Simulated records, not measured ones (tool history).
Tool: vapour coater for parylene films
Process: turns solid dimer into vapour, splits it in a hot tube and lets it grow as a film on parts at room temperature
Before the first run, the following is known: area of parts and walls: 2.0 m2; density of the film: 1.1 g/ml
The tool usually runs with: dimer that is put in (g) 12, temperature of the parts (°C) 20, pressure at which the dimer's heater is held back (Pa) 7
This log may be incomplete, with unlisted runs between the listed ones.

run   hour  dimer that is put in (g)  temperature of the parts (°C)  pressure at which the dimer's heater is held back (Pa)  thickness of the film (µm)
  1      0                        12                             20                                                       7                        2.61
  2   10.7                        12                             20                                                       7                        2.57
  3   24.5                        12                             20                                                       7                        2.56
  4   42.2                        12                             20                                                       7                        2.57
  5   55.8                        12                             20                                                       7                        2.54
  6     70                        12                             20                                                       7                        2.55
      75.2  -- trap's valve overhauled
  7   84.4                        12                             13                                                       7                        3.42
  8   99.8                        20                             20                                                       7                        4.18
  9  115.4                        10                             20                                                    6.42                        2.08
 10  124.4                        12                             20                                                       7                        2.44
     137.8  -- trap's valve overhauled, once more
 11  138.5                        10                             20                                                    8.11                        2.21
 12    154                        10                             20                                                    8.11                        2.19
 13  165.7                        10                             20                                                    8.11                         2.2

Consider 5 possible next runs. They are alternatives, not a sequence: every one starts from the tool as it was left by run 13. What does each give?
  A  176.4                        12                             20                                                     9.2                           ?
  B  176.4                        13                             20                                                    7.14                           ?
  C  176.4                        21                             24                                                    4.97                           ?
  D  176.4                        10                             20                                                     2.9                           ?
  E  176.4                        12                             19                                                       7                           ?

run  thickness of the film (µm)
  A                        2.61
  B                        2.85
  C                        4.05
  D                        2.43
  E                        2.74
Without the tool's unlogged condition, the same runs would have read:
run  thickness of the film (µm)
  A                        2.62
  B                        2.87
  C                        4.07
  D                        2.44
  E                        2.75
